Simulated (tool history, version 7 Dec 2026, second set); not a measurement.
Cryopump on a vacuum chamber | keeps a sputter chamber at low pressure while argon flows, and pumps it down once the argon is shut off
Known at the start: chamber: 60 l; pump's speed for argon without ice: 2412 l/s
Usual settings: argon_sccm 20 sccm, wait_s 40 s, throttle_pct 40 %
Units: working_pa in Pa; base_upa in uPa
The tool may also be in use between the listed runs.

run     day  argon_sccm  wait_s  throttle_pct  working_pa  base_upa
  1       0          20      40            40      0.0356      0.89
  2   0.858          20      40            25      0.0567       0.9
  3   1.383          20      40            25      0.0557       0.9
  4   2.621          20      40            25       0.056      0.91
  5   3.462          20      40            25      0.0567      0.89
  6   4.021          20      40            40      0.0347      0.93
  7   4.933          20      40            40      0.0356      0.95
  8   5.788          20      58            40      0.0357      0.68
  9   6.571          20      40            40      0.0359       0.9
 10   7.388          20      40            40      0.0354       0.9
 11     8.2          20     133            40      0.0357       0.4
 12   8.846          20      45            40      0.0354      0.81
 13   9.804          20      45            40      0.0366      0.84
 14  10.583          20      45            40      0.0356      0.85
 15  11.812          20      45            40      0.0359      0.85
 16  12.596          20      40            22      0.0651      0.94
 17  13.808          20      40            22      0.0647      0.93
 18  14.488          20      40            22       0.065      0.98
 19  15.746          20      40            22      0.0654      0.95
 20  16.342          20     266            24      0.0601      0.36
 21  17.562          31     149            25      0.0894       0.4
 22  18.104          31     149            25      0.0897      0.43
 23  18.712          32      29            54      0.0444       1.2
 24  19.496          10      42            40      0.0186      0.92
 25  20.604          10      42            40       0.019      0.94
 26  21.562          29      72            41      0.0531      0.61
 27  22.354          20      82            58      0.0263      0.58
 28  23.571          20      25            47      0.0319       1.4
 29  24.504          26      40            38      0.0513      0.95
 30  25.121          16      29            38      0.0317      1.24
 31  26.379          16      29            38      0.0315      1.26
 32  27.367          38      29            27      0.1038      1.23
 33  28.521          14      47            40      0.0262      0.91
 34  29.262          23     100            23      0.0737      0.55
 35  29.954          23     101            26      0.0651      0.55

Some steps in working_pa between neighbouring runs. How much of each would the tool show without its hidden state too (settings, what came in, random variation), and how much is left for the hidden state, with any gauge scatter that isn't in both results?
The hidden state here: pump's speed, % of a pump's without ice; cold plate's temperature, K; leak into the chamber, uPa l/s; drift of the gauge itself on working_pa, %; drift of the gauge itself on base_upa, %.
Run 25 -> 26: argon_sccm 10 -> 29, wait_s 42 -> 72, throttle_pct 40 -> 41. working_pa +0.0341 Pa: hidden state +0.0021, all else +0.032.
Run 31 -> 32: argon_sccm 16 -> 38, throttle_pct 38 -> 27. working_pa +0.0723 Pa: hidden state +0.0031, all else +0.0692.
Run 32 -> 33: argon_sccm 38 -> 14, wait_s 29 -> 47, throttle_pct 27 -> 40. working_pa -0.0776 Pa: hidden state -0.0032, all else -0.0744.
Run 33 -> 34: argon_sccm 14 -> 23, wait_s 47 -> 100, throttle_pct 40 -> 23. working_pa +0.0475 Pa: hidden state +0.0014, all else +0.0461.

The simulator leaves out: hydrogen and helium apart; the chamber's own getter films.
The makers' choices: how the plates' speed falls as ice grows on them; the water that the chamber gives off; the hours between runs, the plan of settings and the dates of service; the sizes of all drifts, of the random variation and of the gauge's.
